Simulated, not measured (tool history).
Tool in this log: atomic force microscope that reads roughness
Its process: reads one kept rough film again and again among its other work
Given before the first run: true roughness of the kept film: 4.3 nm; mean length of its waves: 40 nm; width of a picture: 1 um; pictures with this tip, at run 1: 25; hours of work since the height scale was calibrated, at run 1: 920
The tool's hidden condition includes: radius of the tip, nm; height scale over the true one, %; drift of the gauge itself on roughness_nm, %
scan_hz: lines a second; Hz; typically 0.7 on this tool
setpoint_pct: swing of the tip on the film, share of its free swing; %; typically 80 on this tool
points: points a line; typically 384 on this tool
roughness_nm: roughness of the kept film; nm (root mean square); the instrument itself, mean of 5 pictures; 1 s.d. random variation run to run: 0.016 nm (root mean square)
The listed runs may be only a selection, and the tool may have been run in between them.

run,day,scan_hz,setpoint_pct,points,pictures with this tip,hours of work since the height scale was calibrated,roughness_nm
1,0,0.7,80,384,25,920,4.011
2,1.404,0.7,80,384,83,940,3.903
3,2.954,3.922,80,384,146,961,3.461
# day 6.071: new tip fitted
4,6.071,0.7,80,1011,0,1005,4.079
5,8.508,0.7,80,384,100,1039,3.886
6,10.4,0.7,80,384,177,1065,3.803
7,11.692,0.7,80,384,230,1083,3.693
# day 12.758: new tip fitted
8,13.875,0.7,80,384,46,1113,3.965
9,16.825,1.222,80,384,166,1154,3.725
# day 19.321: new tip fitted
10,19.633,1.222,80,384,13,1193,3.98
11,22.675,0.7,80,475,137,1235,3.84
12,25.383,0.7,80,475,248,1273,3.686
# day 25.825: new tip fitted
# day 27.796: height scale calibrated on a step standard
13,28.179,0.7,80,475,95,5,3.972
14,30.6,0.7,57,384,194,39,3.916
# day 32.542: new tip fitted
15,32.742,0.7,57,384,8,69,4.213
16,34.662,0.7,68,384,87,95,4.033
17,37.604,0.7,68,384,207,136,3.837
# day 39.071: new tip fitted
18,39.204,0.7,68,384,5,158,4.178
# day 41.458: height scale calibrated on a step standard, once more
19,42.271,0.7,68,384,129,11,3.793
20,43.804,0.7,68,384,192,33,3.705
# day 45.683: new tip fitted
21,46.712,0.7,80,384,42,73,3.89
22,48.904,0.7,80,384,131,103,3.775
23,52.025,0.7,80,384,259,147,3.573
# day 52.292: new tip fitted
24,54.925,0.7,80,384,108,187,3.795
25,58.017,2.675,80,384,234,230,3.439
# day 58.821: new tip fitted
26,59.696,2.675,80,384,36,253,3.675
27,61.217,2.675,64,551,98,275,3.764
28,64.325,0.7,70,1009,225,318,3.687
# day 65.471: new tip fitted
29,67.354,0.703,77,280,77,360,3.838
30,69.367,0.7,61,772,159,388,3.783
31,71.167,1.089,62,306,233,413,3.635
# day 72.092: new tip fitted
32,73.042,0.7,74,369,38,439,3.958
33,76.142,0.7,74,369,165,482,3.786

Expected results for the next run?
# day 78.708: new tip fitted
34,78.742,0.7,74,369,2,518,?

{"run 34": {"roughness_nm": 4.013}}
On a tool with no hidden condition, and with the same random variation, this run would have come out at roughness_nm 3.979 nm (root mean square).
